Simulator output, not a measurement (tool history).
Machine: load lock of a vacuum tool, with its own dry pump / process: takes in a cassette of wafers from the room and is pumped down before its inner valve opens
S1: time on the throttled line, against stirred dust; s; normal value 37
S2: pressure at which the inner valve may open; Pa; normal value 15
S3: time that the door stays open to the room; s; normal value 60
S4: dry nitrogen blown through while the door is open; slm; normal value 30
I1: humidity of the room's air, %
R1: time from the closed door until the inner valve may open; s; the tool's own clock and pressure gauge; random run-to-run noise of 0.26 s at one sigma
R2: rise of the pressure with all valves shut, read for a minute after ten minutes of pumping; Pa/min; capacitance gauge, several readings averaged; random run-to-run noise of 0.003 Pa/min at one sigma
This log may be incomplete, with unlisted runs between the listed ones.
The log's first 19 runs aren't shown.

| run | hour | S1 | S2 | S3 | S4 | I1 | R1 | R2 |
|---|---|---|---|---|---|---|---|---|
| 20 | 1872.6 | 56 | 15 | 60 | 30 | 47.4 | 76.4 | 0.086 |
| 21 | 1930.1 | 37 | 24 | 171 | 30 | 44.2 | 58.5 | 0.110 |
| 22 | 2007.5 | 37 | 24 | 171 | 30 | 47.2 | 58.4 | 0.115 |
| 23 | 2085.3 | 37 | 24 | 171 | 30 | 44.1 | 58.6 | 0.114 |
| 24 | 2207.8 | 37 | 11 | 128 | 7 | 45.8 | 61.1 | 0.136 |
| 25 | 2295.6 | 72 | 19 | 26 | 33 | 42.6 | 89.5 | 0.074 |
| 26 | 2424.3 | 44 | 27 | 60 | 30 | 44.5 | 64.0 | 0.095 |
| 27 | 2504.9 | 37 | 23 | 87 | 9 | 43.0 | 59.1 | 0.111 |
| 28 | 2617.2 | 37 | 23 | 87 | 9 | 45.9 | 58.8 | 0.123 |

For run 29, what comes out?
| 29 | 2685.4 | 37 | 10 | 87 | 39 | 43.7 | ? | ? |

R1: 61.5 s
R2: 0.101 Pa/min
Take away the tool's hidden state, keep the run-to-run variation as it was, and the same run would have given R1 58.8 s, R2 0.041 Pa/min.
